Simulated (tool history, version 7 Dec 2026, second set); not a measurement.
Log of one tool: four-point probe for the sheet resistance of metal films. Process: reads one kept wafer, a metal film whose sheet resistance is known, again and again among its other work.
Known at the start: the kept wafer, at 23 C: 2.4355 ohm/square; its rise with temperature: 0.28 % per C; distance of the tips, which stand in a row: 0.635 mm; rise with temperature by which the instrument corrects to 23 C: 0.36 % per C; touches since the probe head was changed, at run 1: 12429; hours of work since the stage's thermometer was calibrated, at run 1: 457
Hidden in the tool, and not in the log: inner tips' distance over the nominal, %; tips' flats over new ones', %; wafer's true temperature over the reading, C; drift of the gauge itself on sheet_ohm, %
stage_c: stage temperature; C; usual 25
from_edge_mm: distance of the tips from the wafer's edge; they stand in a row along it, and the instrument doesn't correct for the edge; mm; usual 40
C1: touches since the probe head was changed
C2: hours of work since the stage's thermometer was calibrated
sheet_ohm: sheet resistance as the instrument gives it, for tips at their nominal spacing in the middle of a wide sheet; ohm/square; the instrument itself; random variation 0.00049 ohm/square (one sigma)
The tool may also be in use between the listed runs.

Run 1, hour 0.0: usual settings; C1 12429; C2 457. Result: sheet_ohm 2.425285 ohm/square.
Run 2, hour 44.4: usual settings; C1 13008; C2 477. Result: sheet_ohm 2.426444 ohm/square.
Run 3, hour 117.8: usual settings; C1 13966; C2 509. Result: sheet_ohm 2.425032 ohm/square.
Run 4, hour 176.6: usual settings; C1 14734; C2 535. Result: sheet_ohm 2.425353 ohm/square.
Run 5, hour 235.2: usual settings but from_edge_mm 20 mm; C1 15499; C2 561. Result: sheet_ohm 2.426513 ohm/square.
Run 6, hour 318.4: usual settings; C1 16585; C2 597. Result: sheet_ohm 2.426220 ohm/square.
Run 7, hour 369.1: usual settings; C1 17247; C2 620. Result: sheet_ohm 2.426474 ohm/square.
Run 8, hour 437.8: usual settings; C1 18143; C2 650. Result: sheet_ohm 2.427075 ohm/square.
Run 9, hour 499.6: usual settings; C1 18950; C2 677. Result: sheet_ohm 2.427144 ohm/square.
Run 10, hour 583.3: usual settings but from_edge_mm 11 mm; C1 20043; C2 714. Result: sheet_ohm 2.432189 ohm/square.
Run 11, hour 650.2: usual settings but from_edge_mm 22 mm; C1 20916; C2 743. Result: sheet_ohm 2.428114 ohm/square.
Run 12, hour 695.0: usual settings but from_edge_mm 22 mm; C1 21501; C2 763. Result: sheet_ohm 2.427740 ohm/square.
Run 13, hour 731.1: usual settings; C1 21972; C2 779. Result: sheet_ohm 2.427966 ohm/square.
Run 14, hour 812.0: usual settings; C1 23028; C2 814. Result: sheet_ohm 2.428342 ohm/square.
Run 15, hour 883.8: usual settings but from_edge_mm 11 mm; C1 23965; C2 846. Result: sheet_ohm 2.432513 ohm/square.
Run 16, hour 932.3: usual settings but from_edge_mm 28 mm; C1 24598; C2 867. Result: sheet_ohm 2.429321 ohm/square.
Run 17, hour 984.5: usual settings; C1 25280; C2 890. Result: sheet_ohm 2.427864 ohm/square.
Run 18, hour 1045.6: usual settings; C1 26078; C2 917. Result: sheet_ohm 2.428647 ohm/square.
Run 19, hour 1100.9: usual settings; C1 26800; C2 941. Result: sheet_ohm 2.429021 ohm/square.
Run 20, hour 1155.9: usual settings; C1 27517; C2 966. Result: sheet_ohm 2.429394 ohm/square.
Run 21, hour 1224.9: usual settings; C1 28417; C2 996. Result: sheet_ohm 2.429161 ohm/square.
Run 22, hour 1293.4: usual settings; C1 29312; C2 1026. Result: sheet_ohm 2.429485 ohm/square.
Run 23, hour 1337.3: usual settings but stage_c 21 C; C1 29885; C2 1045. Result: sheet_ohm 2.437803 ohm/square.
Run 24, hour 1392.4: usual settings but stage_c 23 C; C1 30605; C2 1070. Result: sheet_ohm 2.434169 ohm/square.
Run 25, hour 1454.6: usual settings but from_edge_mm 72 mm; C1 31417; C2 1097. Result: sheet_ohm 2.429665 ohm/square.
Run 26, hour 1513.5: usual settings but stage_c 24 C, from_edge_mm 7 mm; C1 32185; C2 1123. Result: sheet_ohm 2.442476 ohm/square.
Run 27, hour 1565.9: usual settings but stage_c 23 C, from_edge_mm 5 mm; C1 32869; C2 1146. Result: sheet_ohm 2.454723 ohm/square.
Run 28, hour 1605.0: usual settings but stage_c 23 C, from_edge_mm 5 mm; C1 33379; C2 1163. Result: sheet_ohm 2.455361 ohm/square.
Run 29, hour 1648.2: usual settings but stage_c 23 C, from_edge_mm 5 mm; C1 33943; C2 1182. Result: sheet_ohm 2.455751 ohm/square.
Run 30, hour 1719.3: usual settings but from_edge_mm 44 mm; C1 34871; C2 1213. Result: sheet_ohm 2.431018 ohm/square.
Run 31, hour 1777.1: usual settings but stage_c 34 C, from_edge_mm 8 mm; C1 35625; C2 1239. Result: sheet_ohm 2.421059 ohm/square.
Run 32, hour 1823.8: usual settings but stage_c 19 C, from_edge_mm 59 mm; C1 36235; C2 1259. Result: sheet_ohm 2.443419 ohm/square.
Run 33, hour 1862.8: usual settings but stage_c 32 C, from_edge_mm 6 mm; C1 36744; C2 1276. Result: sheet_ohm 2.431914 ohm/square.
Run 34, hour 1923.4: usual settings but stage_c 32 C, from_edge_mm 6 mm; C1 37536; C2 1303. Result: sheet_ohm 2.431413 ohm/square.
Run 35, hour 1991.0: usual settings but stage_c 21 C, from_edge_mm 16 mm; C1 38418; C2 1333. Result: sheet_ohm 2.441842 ohm/square.
Run 36, hour 2073.1: usual settings but stage_c 33 C, from_edge_mm 16 mm; C1 39489; C2 1369. Result: sheet_ohm 2.418423 ohm/square.
Run 37, hour 2126.4: usual settings but stage_c 33 C, from_edge_mm 16 mm; C1 40185; C2 1392. Result: sheet_ohm 2.418752 ohm/square.
Run 38, hour 2202.7: usual settings but stage_c 18 C, from_edge_mm 18 mm; C1 41181; C2 1426. Result: sheet_ohm 2.447875 ohm/square.
Run 39, hour 2280.0: usual settings but stage_c 18 C, from_edge_mm 18 mm; C1 42191; C2 1460. Result: sheet_ohm 2.447811 ohm/square.
Run 40, hour 2361.6: usual settings but stage_c 18 C, from_edge_mm 8 mm; C1 43255; C2 1496. Result: sheet_ohm 2.455593 ohm/square.
Run 41, hour 2433.6: usual settings but stage_c 26 C, from_edge_mm 29 mm; C1 44195; C2 1527. Result: sheet_ohm 2.432447 ohm/square.
Run 42, hour 2509.6: usual settings but stage_c 30 C, from_edge_mm 4 mm; C1 45188; C2 1561. Result: sheet_ohm 2.455697 ohm/square.
Run 43, hour 2576.5: usual settings but stage_c 30 C, from_edge_mm 4 mm; C1 46060; C2 1590. Result: sheet_ohm 2.456240 ohm/square.
Run 44, hour 2623.5: usual settings but stage_c 30 C; C1 46675; C2 1611. Result: sheet_ohm 2.423688 ohm/square.
Run 45, hour 2694.2: usual settings but stage_c 35 C, from_edge_mm 5 mm; C1 47597; C2 1642. Result: sheet_ohm 2.435199 ohm/square.

4 ways to go on from here, each from the tool as it stands after run 45. What would each give?
Run A, hour 2766.9: usual settings but from_edge_mm 52 mm; C1 48546; C2 1674. Result: sheet_ohm ?.
Run B, hour 2766.9: usual settings but stage_c 28 C; C1 48546; C2 1674. Result: sheet_ohm ?.
Run C, hour 2766.9: usual settings but stage_c 29 C, from_edge_mm 52 mm; C1 48546; C2 1674. Result: sheet_ohm ?.
Run D, hour 2766.9: usual settings but stage_c 35 C, from_edge_mm 39 mm; C1 48546; C2 1674. Result: sheet_ohm ?.

run  sheet_ohm
  A   2.434940
  B   2.428267
  C   2.426957
  D   2.415372
Without the tool's hidden state the same runs would have given:
run  sheet_ohm
  A   2.432286
  B   2.425638
  C   2.424335
  D   2.412798
